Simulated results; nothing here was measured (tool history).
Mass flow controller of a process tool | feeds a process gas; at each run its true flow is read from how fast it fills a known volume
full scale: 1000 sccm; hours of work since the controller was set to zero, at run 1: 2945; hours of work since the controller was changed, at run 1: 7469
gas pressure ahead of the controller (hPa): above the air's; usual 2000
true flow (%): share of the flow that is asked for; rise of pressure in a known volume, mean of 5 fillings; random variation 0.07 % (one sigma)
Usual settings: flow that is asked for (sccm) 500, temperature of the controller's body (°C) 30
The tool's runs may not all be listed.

run	hour	flow that is asked for (sccm)	gas pressure ahead of the controller (hPa)	temperature of the controller's body (°C)	hours of work since the controller was set to zero	hours of work since the controller was changed	true flow (%)
1	0.0	500	2000	30	2945	7469	99.10
2	305.6	500	2000	30	3150	7674	98.97
3	466.1	500	2000	30	3257	7781	99.05
4	763.5	500	2000	30	3455	7979	99.15
5	1045.6	500	2000	30	3644	8168	99.13
6	1331.5	500	2000	30	3835	8359	99.15
7	1566.5	541	2000	30	3992	8516	99.19
8	1853.3	541	2000	30	4183	8707	99.40
9	2137.9	541	2000	30	4373	8897	99.40
# hour 2245.8: controller's zero set anew
10	2305.1	500	1880	30	40	9009	99.38
11	2496.2	500	1880	30	167	9136	99.46
12	2663.4	500	1880	30	279	9248	99.47
13	2988.1	500	2000	24	496	9465	100.21
14	3205.0	500	2000	30	641	9610	99.45
15	3473.4	500	2000	30	820	9789	99.48
16	3788.2	500	2000	30	1030	9999	99.46
17	3981.3	500	2000	30	1159	10128	99.59
18	4163.4	500	2000	30	1281	10250	99.63
19	4508.3	500	2000	30	1511	10480	99.76
20	4858.8	744	2000	30	1745	10715	99.88
21	5089.0	744	2000	30	1899	10868	99.84
22	5370.5	396	2520	30	2087	11056	99.58
23	5565.9	351	2790	30	2218	11187	99.34
24	5801.2	707	2000	31	2375	11344	99.88
25	6008.1	121	2000	30	2513	11482	99.42
26	6153.1	635	1690	34	2610	11579	99.59
27	6370.6	298	2000	30	2755	11724	99.59
# hour 6507.2: controller exchanged for a calibrated one
28	6697.4	298	2000	30	127	127	99.85

Forecast run 29:
29	6926.2	104	2170	22	280	280	?

Run 29 gave true flow (%) 100.43.
Without the tool's hidden state the same run would have given true flow (%) 99.53.

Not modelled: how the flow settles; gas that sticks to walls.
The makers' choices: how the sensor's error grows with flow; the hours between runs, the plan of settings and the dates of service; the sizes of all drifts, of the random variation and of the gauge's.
